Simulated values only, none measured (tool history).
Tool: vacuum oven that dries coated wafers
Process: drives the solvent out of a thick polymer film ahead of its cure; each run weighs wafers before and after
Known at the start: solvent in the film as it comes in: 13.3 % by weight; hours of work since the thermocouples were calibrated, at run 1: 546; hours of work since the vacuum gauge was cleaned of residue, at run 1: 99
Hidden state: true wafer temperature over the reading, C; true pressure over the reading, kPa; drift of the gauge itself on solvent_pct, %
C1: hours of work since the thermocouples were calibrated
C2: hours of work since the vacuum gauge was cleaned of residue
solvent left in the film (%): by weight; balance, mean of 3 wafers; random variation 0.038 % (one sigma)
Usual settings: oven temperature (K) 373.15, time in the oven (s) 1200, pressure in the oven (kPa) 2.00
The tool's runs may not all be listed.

{"run": 1, "hour": 0.0, "oven temperature (K)": 373.15, "time in the oven (s)": 1200, "pressure in the oven (kPa)": 2.0, "C1": 546, "C2": 99, "solvent left in the film (%)": 2.47}
{"run": 2, "hour": 47.7, "oven temperature (K)": 373.15, "time in the oven (s)": 1200, "pressure in the oven (kPa)": 2.0, "C1": 576, "C2": 129, "solvent left in the film (%)": 2.46}
{"run": 3, "hour": 98.2, "oven temperature (K)": 373.15, "time in the oven (s)": 1200, "pressure in the oven (kPa)": 1.74, "C1": 608, "C2": 161, "solvent left in the film (%)": 2.4}
{"run": 4, "hour": 127.9, "oven temperature (K)": 373.15, "time in the oven (s)": 1200, "pressure in the oven (kPa)": 2.0, "C1": 627, "C2": 180, "solvent left in the film (%)": 2.5}
{"run": 5, "hour": 157.9, "oven temperature (K)": 373.15, "time in the oven (s)": 1200, "pressure in the oven (kPa)": 2.0, "C1": 646, "C2": 199, "solvent left in the film (%)": 2.45}
{"run": 6, "hour": 207.0, "oven temperature (K)": 373.15, "time in the oven (s)": 1200, "pressure in the oven (kPa)": 2.0, "C1": 677, "C2": 230, "solvent left in the film (%)": 2.49}
{"run": 7, "hour": 254.3, "oven temperature (K)": 373.15, "time in the oven (s)": 1200, "pressure in the oven (kPa)": 2.0, "C1": 707, "C2": 260, "solvent left in the film (%)": 2.36}
{"run": 8, "hour": 291.6, "oven temperature (K)": 373.15, "time in the oven (s)": 1200, "pressure in the oven (kPa)": 2.0, "C1": 730, "C2": 283, "solvent left in the film (%)": 2.39}
{"run": 9, "hour": 316.4, "oven temperature (K)": 373.15, "time in the oven (s)": 1200, "pressure in the oven (kPa)": 2.0, "C1": 746, "C2": 299, "solvent left in the film (%)": 2.25}
{"run": 10, "hour": 341.4, "oven temperature (K)": 373.15, "time in the oven (s)": 1200, "pressure in the oven (kPa)": 2.0, "C1": 762, "C2": 315, "solvent left in the film (%)": 2.37}
{"run": 11, "hour": 369.6, "oven temperature (K)": 373.15, "time in the oven (s)": 1200, "pressure in the oven (kPa)": 3.89, "C1": 780, "C2": 332, "solvent left in the film (%)": 2.86}
{"run": 12, "hour": 425.8, "oven temperature (K)": 376.15, "time in the oven (s)": 1200, "pressure in the oven (kPa)": 2.0, "C1": 815, "C2": 368, "solvent left in the film (%)": 1.89}
{"run": 13, "hour": 463.1, "oven temperature (K)": 376.15, "time in the oven (s)": 1200, "pressure in the oven (kPa)": 2.88, "C1": 839, "C2": 391, "solvent left in the film (%)": 2.09}
{"run": 14, "hour": 498.3, "oven temperature (K)": 373.15, "time in the oven (s)": 1440, "pressure in the oven (kPa)": 1.56, "C1": 861, "C2": 414, "solvent left in the film (%)": 1.74}
{"run": 15, "hour": 555.9, "oven temperature (K)": 373.15, "time in the oven (s)": 1440, "pressure in the oven (kPa)": 1.56, "C1": 897, "C2": 450, "solvent left in the film (%)": 1.74}
{"run": 16, "hour": 581.1, "oven temperature (K)": 366.15, "time in the oven (s)": 900, "pressure in the oven (kPa)": 6.49, "C1": 913, "C2": 466, "solvent left in the film (%)": 5.83}
{"run": 17, "hour": 609.8, "oven temperature (K)": 358.15, "time in the oven (s)": 900, "pressure in the oven (kPa)": 2.37, "C1": 931, "C2": 484, "solvent left in the film (%)": 6.35}
{"run": 18, "hour": 644.4, "oven temperature (K)": 358.15, "time in the oven (s)": 900, "pressure in the oven (kPa)": 2.37, "C1": 953, "C2": 506, "solvent left in the film (%)": 6.3}
{"run": 19, "hour": 675.2, "oven temperature (K)": 361.15, "time in the oven (s)": 1200, "pressure in the oven (kPa)": 1.25, "C1": 973, "C2": 526, "solvent left in the film (%)": 4.32}
{"run": 20, "hour": 731.9, "oven temperature (K)": 385.15, "time in the oven (s)": 840, "pressure in the oven (kPa)": 5.31, "C1": 1009, "C2": 561, "solvent left in the film (%)": 2.2}
{"run": 21, "hour": 787.6, "oven temperature (K)": 373.15, "time in the oven (s)": 960, "pressure in the oven (kPa)": 1.97, "C1": 1044, "C2": 597, "solvent left in the film (%)": 3.04}
{"run": 22, "hour": 843.3, "oven temperature (K)": 378.15, "time in the oven (s)": 1200, "pressure in the oven (kPa)": 2.0, "C1": 1079, "C2": 632, "solvent left in the film (%)": 1.52}

Hidden state or all else? Some run-to-run changes of solvent left in the film (%), split into what the settings, what came in and random variation would give without the hidden state, and what is left for the hidden state (with any gauge scatter that isn't in both results):
Run 15 -> 16: oven temperature (K) 373.15 -> 366.15, time in the oven (s) 1440 -> 900, pressure in the oven (kPa) 1.56 -> 6.49. solvent left in the film (%) +4.09: hidden state -0.12, all else +4.21.
Run 19 -> 20: oven temperature (K) 361.15 -> 385.15, time in the oven (s) 1200 -> 840, pressure in the oven (kPa) 1.25 -> 5.31. solvent left in the film (%) -2.12: hidden state +0.06, all else -2.18.
Run 21 -> 22: oven temperature (K) 373.15 -> 378.15, time in the oven (s) 960 -> 1200, pressure in the oven (kPa) 1.97 -> 2.00. solvent left in the film (%) -1.52: hidden state +0.08, all else -1.60.
